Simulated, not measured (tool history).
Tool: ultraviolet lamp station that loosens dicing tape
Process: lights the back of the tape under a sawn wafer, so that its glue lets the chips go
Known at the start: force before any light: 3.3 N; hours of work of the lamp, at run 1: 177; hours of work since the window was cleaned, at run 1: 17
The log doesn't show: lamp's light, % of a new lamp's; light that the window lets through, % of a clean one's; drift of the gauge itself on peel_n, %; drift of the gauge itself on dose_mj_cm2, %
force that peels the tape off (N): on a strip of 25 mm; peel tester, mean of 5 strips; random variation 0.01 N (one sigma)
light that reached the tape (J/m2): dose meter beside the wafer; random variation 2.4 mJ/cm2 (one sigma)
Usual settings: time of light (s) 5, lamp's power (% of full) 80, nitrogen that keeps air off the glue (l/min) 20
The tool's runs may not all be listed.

| run | day | time of light (s) | lamp's power (% of full) | nitrogen that keeps air off the glue (l/min) | hours of work of the lamp | hours of work since the window was cleaned | force that peels the tape off (N) | light that reached the tape (J/m2) |
|---|---|---|---|---|---|---|---|---|
| 1 | 0 | 5 | 80 | 20 | 177 | 17 | 0.492 | 2290 |
| 2 | 0.183 | 5 | 80 | 20 | 180 | 20 | 0.493 | 2360 |
| 3 | 0.483 | 5 | 80 | 20 | 186 | 26 | 0.499 | 2310 |
| 4 | 0.771 | 5 | 80 | 20 | 191 | 31 | 0.504 | 2290 |
| 5 | 1.079 | 5 | 80 | 20 | 197 | 37 | 0.489 | 2250 |
| 6 | 1.475 | 5 | 80 | 20 | 204 | 44 | 0.473 | 2290 |
| 7 | 1.754 | 4 | 80 | 20 | 209 | 49 | 0.678 | 1810 |
| 8 | 2.121 | 4 | 80 | 20 | 216 | 56 | 0.704 | 1790 |
| 9 | 2.388 | 5 | 87 | 20 | 221 | 61 | 0.451 | 2420 |
| 10 | 2.604 | 5 | 80 | 20 | 225 | 65 | 0.504 | 2230 |
| 11 | 2.925 | 5 | 80 | 20 | 230 | 71 | 0.51 | 2230 |
| 12 | 3.212 | 5 | 80 | 20 | 236 | 76 | 0.518 | 2220 |
| 13 | 3.417 | 5 | 80 | 20 | 239 | 80 | 0.525 | 2240 |
| 14 | 3.654 | 5 | 80 | 20 | 244 | 84 | 0.528 | 2220 |
| 15 | 3.842 | 5 | 72 | 20 | 247 | 87 | 0.604 | 2000 |
| 16 | 4.046 | 5 | 80 | 8 | 251 | 91 | 0.686 | 2240 |
| 17 | 4.342 | 5 | 69 | 20 | 256 | 97 | 0.652 | 1890 |
| 18 | 4.729 | 5 | 69 | 20 | 264 | 104 | 0.629 | 1890 |
| 19 | 4.962 | 5 | 69 | 20 | 268 | 108 | 0.629 | 1950 |
| 20 | 5.15 | 5 | 69 | 20 | 271 | 111 | 0.623 | 1900 |
| 21 | 5.542 | 5 | 69 | 20 | 278 | 119 | 0.668 | 1900 |
| 22 | 5.808 | 5 | 69 | 20 | 283 | 124 | 0.686 | 1870 |
| 23 | 6.146 | 5 | 80 | 6 | 290 | 130 | 0.751 | 2180 |
| 24 | 6.412 | 2 | 80 | 6 | 294 | 135 | 1.807 | 870 |
| 25 | 6.662 | 5 | 63 | 6 | 299 | 139 | 1.029 | 1700 |
| 26 | 6.962 | 5 | 65 | 6 | 305 | 145 | 0.968 | 1740 |
| 27 | 7.317 | 5 | 65 | 6 | 311 | 151 | 0.968 | 1720 |
| 28 | 7.688 | 4 | 79 | 14 | 318 | 158 | 0.811 | 1710 |
| 29 | 7.979 | 4 | 79 | 14 | 323 | 163 | 0.818 | 1700 |
| 30 | 8.288 | 4 | 79 | 14 | 329 | 169 | 0.817 | 1690 |
| 31 | 8.504 | 3 | 97 | 25 | 333 | 173 | 0.802 | 1520 |
| 32 | 8.692 | 8 | 77 | 25 | 336 | 176 | 0.31 | 3270 |
| 33 | 8.992 | 8 | 77 | 25 | 342 | 182 | 0.317 | 3240 |
| 34 | 9.2 | 8 | 77 | 25 | 346 | 186 | 0.297 | 3250 |
| 35 | 9.554 | 8 | 99 | 17 | 352 | 192 | 0.249 | 4100 |
| 36 | 9.925 | 7 | 97 | 7 | 359 | 199 | 0.371 | 3490 |
| 37 | 10.254 | 7 | 80 | 6 | 365 | 205 | 0.511 | 2900 |
| 38 | 10.588 | 5 | 79 | 19 | 371 | 211 | 0.597 | 1990 |
| 39 | 10.879 | 5 | 79 | 19 | 376 | 217 | 0.584 | 2020 |
| 40 | 11.238 | 5 | 79 | 19 | 383 | 223 | 0.606 | 2020 |
| 41 | 11.475 | 5 | 80 | 11 | 387 | 228 | 0.696 | 2050 |
| 42 | 11.867 | 4 | 95 | 24 | 395 | 235 | 0.61 | 1910 |
| 43 | 12.1 | 3 | 80 | 20 | 399 | 239 | 1.067 | 1190 |

Hidden state or all else? Some run-to-run changes of force that peels the tape off (N), split into what the settings, what came in and random variation would give without the hidden state, and what is left for the hidden state (with any gauge scatter that isn't in both results):
Run 23 -> 24: time of light (s) 5 -> 2. force that peels the tape off (N) +1.056: hidden state +0.045, all else +1.011.
Run 24 -> 25: time of light (s) 2 -> 5, lamp's power (% of full) 80 -> 63. force that peels the tape off (N) -0.778: hidden state -0.007, all else -0.771.
Run 31 -> 32: time of light (s) 3 -> 8, lamp's power (% of full) 97 -> 77. force that peels the tape off (N) -0.492: hidden state -0.121, all else -0.371.
Run 35 -> 36: time of light (s) 8 -> 7, lamp's power (% of full) 99 -> 97, nitrogen that keeps air off the glue (l/min) 17 -> 7. force that peels the tape off (N) +0.122: hidden state +0.049, all else +0.073.
Run 42 -> 43: time of light (s) 4 -> 3, lamp's power (% of full) 95 -> 80, nitrogen that keeps air off the glue (l/min) 24 -> 20. force that peels the tape off (N) +0.457: hidden state +0.077, all else +0.38.

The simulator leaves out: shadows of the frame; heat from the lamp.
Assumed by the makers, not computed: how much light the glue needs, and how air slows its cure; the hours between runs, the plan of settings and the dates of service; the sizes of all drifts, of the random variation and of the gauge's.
